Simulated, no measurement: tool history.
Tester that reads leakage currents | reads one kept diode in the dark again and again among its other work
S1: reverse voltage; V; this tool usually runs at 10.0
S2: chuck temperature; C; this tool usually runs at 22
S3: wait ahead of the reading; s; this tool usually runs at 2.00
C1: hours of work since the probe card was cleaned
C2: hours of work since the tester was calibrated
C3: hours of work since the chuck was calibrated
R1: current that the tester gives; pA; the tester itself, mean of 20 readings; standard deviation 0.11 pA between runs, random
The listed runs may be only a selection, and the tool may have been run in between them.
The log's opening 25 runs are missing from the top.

| run | hour | S1 | S2 | S3 | C1 | C2 | C3 | R1 |
|---|---|---|---|---|---|---|---|---|
| 26 | 2248.0 | 1.4 | 22 | 4.22 | 1455 | 2670 | 868 | 14.27 |
| 27 | 2298.7 | 10.0 | 43 | 8.78 | 1480 | 2695 | 894 | 166.47 |
| 28 | 2385.7 | 3.0 | 25 | 1.43 | 1523 | 2739 | 937 | 25.15 |
| 29 | 2467.3 | 3.0 | 25 | 1.43 | 1564 | 2779 | 977 | 24.95 |
| 30 | 2534.7 | 19.8 | 22 | 2.00 | 1597 | 2812 | 1010 | 40.97 |
| 31 | 2594.7 | 14.9 | 39 | 0.38 | 1627 | 2842 | 1040 | 146.70 |
| 32 | 2649.5 | 14.9 | 39 | 0.38 | 1654 | 2869 | 1067 | 146.87 |
| 33 | 2715.0 | 10.0 | 43 | 2.00 | 1686 | 2902 | 1100 | 167.95 |
| 34 | 2782.9 | 10.0 | 43 | 2.00 | 1720 | 2935 | 1133 | 167.35 |
| 35 | 2859.4 | 5.0 | 24 | 3.31 | 1758 | 2973 | 1171 | 28.12 |
| 36 | 2909.7 | 11.0 | 22 | 0.57 | 1783 | 2998 | 1196 | 33.41 |
| 37 | 3034.6 | 11.0 | 22 | 0.57 | 1844 | 3060 | 1258 | 33.54 |
| 38 | 3122.4 | 11.0 | 22 | 0.57 | 1888 | 3103 | 1301 | 33.37 |
| 39 | 3200.6 | 11.0 | 22 | 0.57 | 1927 | 3142 | 1340 | 33.24 |

What if the next run were any one of these 4? Each begins from the tool's condition after run 39:
| A | 3314.3 | 11.4 | 21 | 2.00 | 1983 | 3198 | 1396 | ? |
| B | 3314.3 | 6.1 | 22 | 1.79 | 1983 | 3198 | 1396 | ? |
| C | 3314.3 | 15.5 | 33 | 2.00 | 1983 | 3198 | 1396 | ? |
| D | 3314.3 | 1.1 | 22 | 0.57 | 1983 | 3198 | 1396 | ? |

| run | R1 |
|---|---|
| A | 30.09 |
| B | 25.61 |
| C | 91.63 |
| D | 13.22 |
With no hidden state in the tool, these same runs would have given:
| run | R1 |
|---|---|
| A | 30.08 |
| B | 25.61 |
| C | 91.62 |
| D | 13.22 |
